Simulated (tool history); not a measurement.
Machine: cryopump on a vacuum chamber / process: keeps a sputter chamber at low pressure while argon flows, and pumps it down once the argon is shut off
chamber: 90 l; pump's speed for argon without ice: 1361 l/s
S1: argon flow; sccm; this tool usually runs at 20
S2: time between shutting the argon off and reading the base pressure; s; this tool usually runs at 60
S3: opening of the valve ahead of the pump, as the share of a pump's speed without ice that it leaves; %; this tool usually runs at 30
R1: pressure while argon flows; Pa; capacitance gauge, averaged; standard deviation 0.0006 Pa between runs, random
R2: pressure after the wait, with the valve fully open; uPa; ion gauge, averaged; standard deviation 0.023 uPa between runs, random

Run 1, day 0.000: usual settings. Result: R1 0.0842 Pa, R2 1.47 uPa.
Run 2, day 0.400: usual settings. Result: R1 0.0837 Pa, R2 1.44 uPa.
Run 3, day 0.975: usual settings. Result: R1 0.0849 Pa, R2 1.45 uPa.
Run 4, day 1.575: usual settings. Result: R1 0.0844 Pa, R2 1.50 uPa.
Run 5, day 2.154: usual settings. Result: R1 0.0841 Pa, R2 1.46 uPa.
Run 6, day 2.779: usual settings. Result: R1 0.0847 Pa, R2 1.52 uPa.
Run 7, day 3.158: usual settings. Result: R1 0.0848 Pa, R2 1.51 uPa.
Run 8, day 3.692: usual settings. Result: R1 0.0857 Pa, R2 1.51 uPa.
Run 9, day 4.054: usual settings but S3 20 %. Result: R1 0.1258 Pa, R2 1.50 uPa.
Run 10, day 4.350: usual settings but S1 11 sccm, S2 74 s, S3 15 %. Result: R1 0.0925 Pa, R2 1.38 uPa.
Run 11, day 4.950: usual settings but S2 107 s, S3 29 %. Result: R1 0.0878 Pa, R2 1.23 uPa.
Run 12, day 5.467: usual settings but S1 14 sccm, S2 36 s, S3 29 %. Result: R1 0.0618 Pa, R2 1.90 uPa.

5 options for the next run, each taken on its own from the tool as it stands now. Forecast them:
Run A, day 5.983: usual settings but S1 16 sccm, S2 49 s, S3 29 %. Result: R1 ?, R2 ?.
Run B, day 5.983: usual settings but S1 15 sccm. Result: R1 ?, R2 ?.
Run C, day 5.983: usual settings but S1 26 sccm, S2 79 s. Result: R1 ?, R2 ?.
Run D, day 5.983: usual settings but S2 98 s, S3 25 %. Result: R1 ?, R2 ?.
Run E, day 5.983: usual settings but S1 38 sccm, S2 125 s, S3 24 %. Result: R1 ?, R2 ?.

run      R1    R2
  A  0.0703  1.73
  B  0.0630  1.51
  C  0.1103  1.39
  D  0.1017  1.32
  E  0.2005  1.24
With no hidden state in the tool, these same runs would have given:
run      R1    R2
  A  0.0684  0.99
  B  0.0612  0.80
  C  0.1071  0.66
  D  0.0992  0.60
  E  0.1959  0.50
